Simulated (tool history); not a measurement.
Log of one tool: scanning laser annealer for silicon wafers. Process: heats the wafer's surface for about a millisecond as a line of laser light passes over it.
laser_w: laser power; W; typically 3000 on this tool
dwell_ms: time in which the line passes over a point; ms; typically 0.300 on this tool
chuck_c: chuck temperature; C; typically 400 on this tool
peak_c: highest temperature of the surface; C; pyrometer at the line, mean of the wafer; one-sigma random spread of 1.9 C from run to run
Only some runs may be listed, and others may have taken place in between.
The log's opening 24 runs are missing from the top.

| run | hour | laser_w | dwell_ms | chuck_c | hours of work since the window was cleaned | hours of work since the power meter was calibrated | hours of work since the optics were aligned | peak_c |
|---|---|---|---|---|---|---|---|---|
| 25 | 933.2 | 3236 | 0.312 | 434 | 416 | 1225 | 701 | 1249 |
|  | 964.2 | window over the wafer cleaned |
| 26 | 978.7 | 3236 | 0.336 | 429 | 8 | 1247 | 723 | 1297 |
| 27 | 1025.9 | 3186 | 0.287 | 367 | 32 | 1272 | 748 | 1152 |
| 28 | 1081.6 | 3000 | 0.294 | 400 | 61 | 1301 | 777 | 1136 |
| 29 | 1108.8 | 3000 | 0.300 | 400 | 75 | 1315 | 791 | 1138 |
| 30 | 1156.2 | 3085 | 0.300 | 436 | 100 | 1340 | 816 | 1202 |
| 31 | 1192.9 | 2738 | 0.329 | 392 | 119 | 1359 | 835 | 1076 |
| 32 | 1228.1 | 2647 | 0.371 | 408 | 138 | 1377 | 853 | 1098 |
| 33 | 1263.5 | 2647 | 0.363 | 439 | 156 | 1396 | 872 | 1123 |
| 34 | 1296.8 | 2647 | 0.363 | 439 | 173 | 1413 | 889 | 1121 |

Here are 5 independent what-if runs from the current tool condition. What would each one return?
| A | 1321.5 | 3000 | 0.271 | 400 | 186 | 1426 | 902 | ? |
| B | 1321.5 | 2755 | 0.216 | 439 | 186 | 1426 | 902 | ? |
| C | 1321.5 | 2814 | 0.338 | 371 | 186 | 1426 | 902 | ? |
| D | 1321.5 | 3035 | 0.371 | 388 | 186 | 1426 | 902 | ? |
| E | 1321.5 | 2617 | 0.289 | 362 | 186 | 1426 | 902 | ? |

| run | peak_c |
|---|---|
| A | 1101 |
| B | 1000 |
| C | 1085 |
| D | 1209 |
| E | 964 |
Had the tool no hidden state, the same runs would have come out as:
| run | peak_c |
|---|---|
| A | 1123 |
| B | 1018 |
| C | 1107 |
| D | 1236 |
| E | 983 |
